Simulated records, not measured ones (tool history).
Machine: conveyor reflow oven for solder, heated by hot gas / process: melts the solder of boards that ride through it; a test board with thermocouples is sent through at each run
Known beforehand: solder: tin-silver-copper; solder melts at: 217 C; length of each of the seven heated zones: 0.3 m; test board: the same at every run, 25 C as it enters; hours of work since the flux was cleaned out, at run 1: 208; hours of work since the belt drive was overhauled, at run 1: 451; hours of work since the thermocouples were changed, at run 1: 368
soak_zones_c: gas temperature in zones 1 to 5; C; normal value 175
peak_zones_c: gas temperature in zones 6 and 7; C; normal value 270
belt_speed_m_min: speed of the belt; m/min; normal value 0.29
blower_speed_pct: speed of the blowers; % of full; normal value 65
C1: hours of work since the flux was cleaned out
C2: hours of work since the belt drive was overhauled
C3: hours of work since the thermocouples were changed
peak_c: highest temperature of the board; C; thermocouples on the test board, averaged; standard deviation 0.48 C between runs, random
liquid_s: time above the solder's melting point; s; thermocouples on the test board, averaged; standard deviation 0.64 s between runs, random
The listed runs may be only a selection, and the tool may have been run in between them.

run 1 hour=0 | soak_zones_c=175 peak_zones_c=270 belt_speed_m_min=0.29 blower_speed_pct=65 | C1=208 C2=451 C3=368 | peak_c=259.3 liquid_s=100.9
run 2 hour=19.1 | soak_zones_c=181 peak_zones_c=270 belt_speed_m_min=0.29 blower_speed_pct=65 | C1=216 C2=460 C3=376 | peak_c=260 liquid_s=106
run 3 hour=35.2 | soak_zones_c=175 peak_zones_c=270 belt_speed_m_min=0.29 blower_speed_pct=64 | C1=224 C2=467 C3=384 | peak_c=257.9 liquid_s=102.7
run 4 hour=58.3 | soak_zones_c=175 peak_zones_c=270 belt_speed_m_min=0.29 blower_speed_pct=65 | C1=234 C2=478 C3=394 | peak_c=258.1 liquid_s=102.3
run 5 hour=72.7 | soak_zones_c=175 peak_zones_c=270 belt_speed_m_min=0.283 blower_speed_pct=65 | C1=241 C2=484 C3=401 | peak_c=259.6 liquid_s=105
-- hour=106.5 flux residue cleaned out of gas plates and filters
run 6 hour=112.1 | soak_zones_c=175 peak_zones_c=270 belt_speed_m_min=0.29 blower_speed_pct=65 | C1=3 C2=500 C3=416 | peak_c=260.1 liquid_s=102.2
run 7 hour=132.5 | soak_zones_c=175 peak_zones_c=270 belt_speed_m_min=0.29 blower_speed_pct=65 | C1=12 C2=509 C3=426 | peak_c=259.7 liquid_s=103.5
run 8 hour=157.1 | soak_zones_c=163 peak_zones_c=270 belt_speed_m_min=0.29 blower_speed_pct=65 | C1=23 C2=521 C3=437 | peak_c=258.2 liquid_s=95.3
run 9 hour=173.7 | soak_zones_c=163 peak_zones_c=270 belt_speed_m_min=0.29 blower_speed_pct=65 | C1=31 C2=528 C3=445 | peak_c=257.2 liquid_s=94.5
run 10 hour=206.9 | soak_zones_c=175 peak_zones_c=270 belt_speed_m_min=0.284 blower_speed_pct=65 | C1=46 C2=543 C3=460 | peak_c=260.9 liquid_s=106.4
-- hour=213.8 belt drive overhauled, speed set with a stopwatch
run 11 hour=230.2 | soak_zones_c=175 peak_zones_c=270 belt_speed_m_min=0.284 blower_speed_pct=65 | C1=55 C2=7 C3=469 | peak_c=260.3 liquid_s=105.1
run 12 hour=246.5 | soak_zones_c=175 peak_zones_c=270 belt_speed_m_min=0.284 blower_speed_pct=65 | C1=62 C2=15 C3=476 | peak_c=261 liquid_s=106
-- hour=285.1 belt drive overhauled, speed set with a stopwatch, once more
run 13 hour=285.1 | soak_zones_c=175 peak_zones_c=270 belt_speed_m_min=0.247 blower_speed_pct=65 | C1=78 C2=0 C3=492 | peak_c=263.3 liquid_s=125.8
run 14 hour=303.9 | soak_zones_c=175 peak_zones_c=270 belt_speed_m_min=0.247 blower_speed_pct=65 | C1=86 C2=9 C3=500 | peak_c=263.7 liquid_s=126.6
run 15 hour=323 | soak_zones_c=175 peak_zones_c=270 belt_speed_m_min=0.247 blower_speed_pct=65 | C1=95 C2=17 C3=509 | peak_c=263.7 liquid_s=126.4
run 16 hour=354.2 | soak_zones_c=175 peak_zones_c=270 belt_speed_m_min=0.247 blower_speed_pct=65 | C1=109 C2=32 C3=523 | peak_c=262.4 liquid_s=125.7
run 17 hour=377.5 | soak_zones_c=175 peak_zones_c=266 belt_speed_m_min=0.308 blower_speed_pct=65 | C1=120 C2=42 C3=534 | peak_c=254 liquid_s=90.7
run 18 hour=403.6 | soak_zones_c=166 peak_zones_c=266 belt_speed_m_min=0.308 blower_speed_pct=65 | C1=132 C2=54 C3=546 | peak_c=252.4 liquid_s=84.3
run 19 hour=420.5 | soak_zones_c=166 peak_zones_c=266 belt_speed_m_min=0.308 blower_speed_pct=65 | C1=140 C2=62 C3=554 | peak_c=252.1 liquid_s=84.7
run 20 hour=441.7 | soak_zones_c=177 peak_zones_c=275 belt_speed_m_min=0.346 blower_speed_pct=73 | C1=149 C2=71 C3=563 | peak_c=260.6 liquid_s=85.9
run 21 hour=476.1 | soak_zones_c=173 peak_zones_c=272 belt_speed_m_min=0.3 blower_speed_pct=66 | C1=165 C2=87 C3=579 | peak_c=260.1 liquid_s=98.3
run 22 hour=492.3 | soak_zones_c=175 peak_zones_c=278 belt_speed_m_min=0.29 blower_speed_pct=64 | C1=172 C2=95 C3=586 | peak_c=265.8 liquid_s=109.2
run 23 hour=509.2 | soak_zones_c=187 peak_zones_c=261 belt_speed_m_min=0.312 blower_speed_pct=60 | C1=180 C2=102 C3=594 | peak_c=249.6 liquid_s=91.4
run 24 hour=536.9 | soak_zones_c=187 peak_zones_c=261 belt_speed_m_min=0.312 blower_speed_pct=60 | C1=193 C2=115 C3=607 | peak_c=249.9 liquid_s=92.8
run 25 hour=555.8 | soak_zones_c=161 peak_zones_c=272 belt_speed_m_min=0.333 blower_speed_pct=68 | C1=201 C2=124 C3=615 | peak_c=254.9 liquid_s=75.8
run 26 hour=582.3 | soak_zones_c=161 peak_zones_c=272 belt_speed_m_min=0.333 blower_speed_pct=68 | C1=213 C2=136 C3=627 | peak_c=254.1 liquid_s=77.5
run 27 hour=606.9 | soak_zones_c=184 peak_zones_c=276 belt_speed_m_min=0.333 blower_speed_pct=68 | C1=225 C2=147 C3=639 | peak_c=262.1 liquid_s=93.4
run 28 hour=635.3 | soak_zones_c=184 peak_zones_c=276 belt_speed_m_min=0.333 blower_speed_pct=68 | C1=238 C2=160 C3=652 | peak_c=261.6 liquid_s=96
run 29 hour=657.2 | soak_zones_c=166 peak_zones_c=274 belt_speed_m_min=0.271 blower_speed_pct=65 | C1=248 C2=170 C3=662 | peak_c=262.8 liquid_s=109.6
-- hour=675.3 flux residue cleaned out of gas plates and filters
run 30 hour=676.8 | soak_zones_c=166 peak_zones_c=274 belt_speed_m_min=0.271 blower_speed_pct=65 | C1=1 C2=176 C3=668 | peak_c=265.5 liquid_s=110.9
run 31 hour=699.4 | soak_zones_c=175 peak_zones_c=264 belt_speed_m_min=0.29 blower_speed_pct=55 | C1=11 C2=187 C3=678 | peak_c=253.1 liquid_s=96.6

Across each entry between runs, compare the hidden state at the last listed run before it with the hidden state at the first listed run after it:
Between runs 5 and 6: flux residue cleaned out of gas plates and filters (hour 106.5)
  heat that the gas passes to the board, % of a clean oven's: 92.7 -> 98.6; belt's true speed, % of the reading: 99.72 -> 99.71; true gas temperature in zones 6 and 7 over the reading, C: 1.4 -> 1.45
  measured value less the no-hidden-state value, peak_c: +0.1 -> +1.2 C; liquid_s: +0 -> +1.3 s
Between runs 10 and 11: belt drive overhauled, speed set with a stopwatch (hour 213.8)
  heat that the gas passes to the board, % of a clean oven's: 97.2 -> 96.9; belt's true speed, % of the reading: 99.67 -> 99.62; true gas temperature in zones 6 and 7 over the reading, C: 1.57 -> 1.59
  measured value less the no-hidden-state value, peak_c: +1.1 -> +1.1 C; liquid_s: +1.2 -> +1.2 s
Between runs 12 and 13: belt drive overhauled, speed set with a stopwatch, once more (hour 285.1)
  heat that the gas passes to the board, % of a clean oven's: 96.7 -> 96.2; belt's true speed, % of the reading: 99.61 -> 99.99; true gas temperature in zones 6 and 7 over the reading, C: 1.62 -> 1.66
  measured value less the no-hidden-state value, peak_c: +1.1 -> +1.1 C; liquid_s: +1.2 -> +0.8 s
Between runs 29 and 30: flux residue cleaned out of gas plates and filters (hour 675.3)
  heat that the gas passes to the board, % of a clean oven's: 91.2 -> 99.4; true gas temperature in zones 6 and 7 over the reading, C: 2.17 -> 2.19
  measured value less the no-hidden-state value, peak_c: +0.5 -> +2 C; liquid_s: +0.1 -> +1.9 s

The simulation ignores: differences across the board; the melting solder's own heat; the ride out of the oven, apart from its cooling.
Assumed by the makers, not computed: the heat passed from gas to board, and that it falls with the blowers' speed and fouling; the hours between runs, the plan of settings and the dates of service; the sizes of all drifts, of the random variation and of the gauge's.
